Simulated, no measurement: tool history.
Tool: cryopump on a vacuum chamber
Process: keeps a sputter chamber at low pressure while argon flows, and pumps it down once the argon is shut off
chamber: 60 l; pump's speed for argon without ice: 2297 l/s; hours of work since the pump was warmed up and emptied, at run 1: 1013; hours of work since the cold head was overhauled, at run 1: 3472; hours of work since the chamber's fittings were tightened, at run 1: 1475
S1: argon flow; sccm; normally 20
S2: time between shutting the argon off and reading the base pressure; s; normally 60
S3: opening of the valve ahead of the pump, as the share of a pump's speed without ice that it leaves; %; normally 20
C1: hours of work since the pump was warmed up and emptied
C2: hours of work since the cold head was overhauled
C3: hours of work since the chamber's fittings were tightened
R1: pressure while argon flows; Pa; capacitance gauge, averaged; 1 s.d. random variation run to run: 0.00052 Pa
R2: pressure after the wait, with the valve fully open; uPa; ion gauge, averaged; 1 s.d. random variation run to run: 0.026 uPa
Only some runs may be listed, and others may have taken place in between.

run 1 day=0 | S1=20 S2=60 S3=20 | C1=1013 C2=3472 C3=1475 | R1=0.0772 R2=2.75
-- day=1.6 leaking fittings of the chamber tightened, without venting
run 2 day=2.583 | S1=30 S2=60 S3=20 | C1=1061 C2=3520 C3=19 | R1=0.1163 R2=1.18
run 3 day=4.625 | S1=29 S2=60 S3=20 | C1=1100 C2=3560 C3=58 | R1=0.112 R2=1.2
run 4 day=7.083 | S1=29 S2=60 S3=23 | C1=1148 C2=3607 C3=106 | R1=0.0984 R2=1.23
-- day=9.175 pump warmed up, emptied and cooled again
run 5 day=11.088 | S1=20 S2=85 S3=20 | C1=37 C2=3680 C3=179 | R1=0.0738 R2=1.01
run 6 day=14.158 | S1=20 S2=67 S3=20 | C1=96 C2=3739 C3=238 | R1=0.0742 R2=1.22
run 7 day=18.462 | S1=20 S2=60 S3=20 | C1=179 C2=3822 C3=320 | R1=0.0748 R2=1.44
run 8 day=20.404 | S1=20 S2=60 S3=44 | C1=216 C2=3859 C3=358 | R1=0.0353 R2=1.5
run 9 day=22.612 | S1=20 S2=60 S3=44 | C1=259 C2=3902 C3=400 | R1=0.0358 R2=1.52
run 10 day=25.271 | S1=20 S2=60 S3=44 | C1=310 C2=3953 C3=452 | R1=0.0349 R2=1.59
run 11 day=29.546 | S1=20 S2=60 S3=44 | C1=392 C2=4035 C3=534 | R1=0.0361 R2=1.69
run 12 day=33.529 | S1=20 S2=60 S3=44 | C1=469 C2=4112 C3=610 | R1=0.0364 R2=1.73
run 13 day=37.238 | S1=20 S2=60 S3=44 | C1=540 C2=4183 C3=682 | R1=0.0355 R2=1.78
run 14 day=39.425 | S1=33 S2=60 S3=20 | C1=582 C2=4225 C3=724 | R1=0.124 R2=1.88
run 15 day=41.567 | S1=33 S2=60 S3=20 | C1=623 C2=4266 C3=765 | R1=0.1259 R2=1.93
run 16 day=44.788 | S1=33 S2=60 S3=17 | C1=685 C2=4328 C3=827 | R1=0.1474 R2=1.96
run 17 day=47.208 | S1=19 S2=60 S3=20 | C1=732 C2=4375 C3=874 | R1=0.0727 R2=2.03
run 18 day=51.242 | S1=12 S2=140 S3=20 | C1=809 C2=4453 C3=951 | R1=0.0451 R2=1.53
run 19 day=53.575 | S1=12 S2=277 S3=25 | C1=854 C2=4497 C3=996 | R1=0.0371 R2=1.43
run 20 day=56.529 | S1=12 S2=99 S3=25 | C1=911 C2=4554 C3=1053 | R1=0.0374 R2=1.91
run 21 day=60.433 | S1=12 S2=125 S3=20 | C1=986 C2=4629 C3=1128 | R1=0.047 R2=1.86
run 22 day=62.658 | S1=34 S2=24 S3=20 | C1=1029 C2=4672 C3=1171 | R1=0.1314 R2=3.97
run 23 day=66.629 | S1=34 S2=21 S3=21 | C1=1106 C2=4749 C3=1247 | R1=0.1266 R2=4.45
run 24 day=69.933 | S1=20 S2=266 S3=20 | C1=1169 C2=4812 C3=1311 | R1=0.0774 R2=1.84
-- day=70.871 pump warmed up, emptied and cooled again
run 25 day=73.583 | S1=20 S2=266 S3=20 | C1=52 C2=4879 C3=1377 | R1=0.0748 R2=1.66
run 26 day=76.058 | S1=20 S2=266 S3=20 | C1=100 C2=4926 C3=1425 | R1=0.0742 R2=1.67
run 27 day=79.879 | S1=20 S2=60 S3=21 | C1=173 C2=5000 C3=1498 | R1=0.0719 R2=2.51
-- day=80.171 leaking fittings of the chamber tightened, without venting
run 28 day=83.279 | S1=20 S2=60 S3=21 | C1=237 C2=5063 C3=60 | R1=0.0717 R2=1.16
run 29 day=85.196 | S1=12 S2=21 S3=20 | C1=274 C2=5100 C3=97 | R1=0.0455 R2=3.2
run 30 day=88.958 | S1=27 S2=222 S3=33 | C1=346 C2=5173 C3=169 | R1=0.0629 R2=0.6
run 31 day=92.146 | S1=16 S2=106 S3=42 | C1=408 C2=5234 C3=230 | R1=0.0301 R2=0.95
run 32 day=95.908 | S1=16 S2=106 S3=42 | C1=480 C2=5306 C3=303 | R1=0.0294 R2=1.04
run 33 day=99.508 | S1=16 S2=106 S3=42 | C1=549 C2=5376 C3=372 | R1=0.0297 R2=1.08

3 options for the next run, each taken on its own from the tool as it stands now. Forecast them:
run A day=104.129 | S1=20 S2=20 S3=20 | C1=638 C2=5465 C3=461 | R1=? R2=?
run B day=104.129 | S1=17 S2=152 S3=42 | C1=638 C2=5465 C3=461 | R1=? R2=?
run C day=104.129 | S1=20 S2=65 S3=17 | C1=638 C2=5465 C3=461 | R1=? R2=?

run=A R1=0.0758 R2=3.66
run=B R1=0.0318 R2=1.07
run=C R1=0.0897 R2=1.59
Had the tool no hidden state, the same runs would have come out as:
run=A R1=0.073 R2=3.13
run=B R1=0.0295 R2=0.54
run=C R1=0.0869 R2=1.07
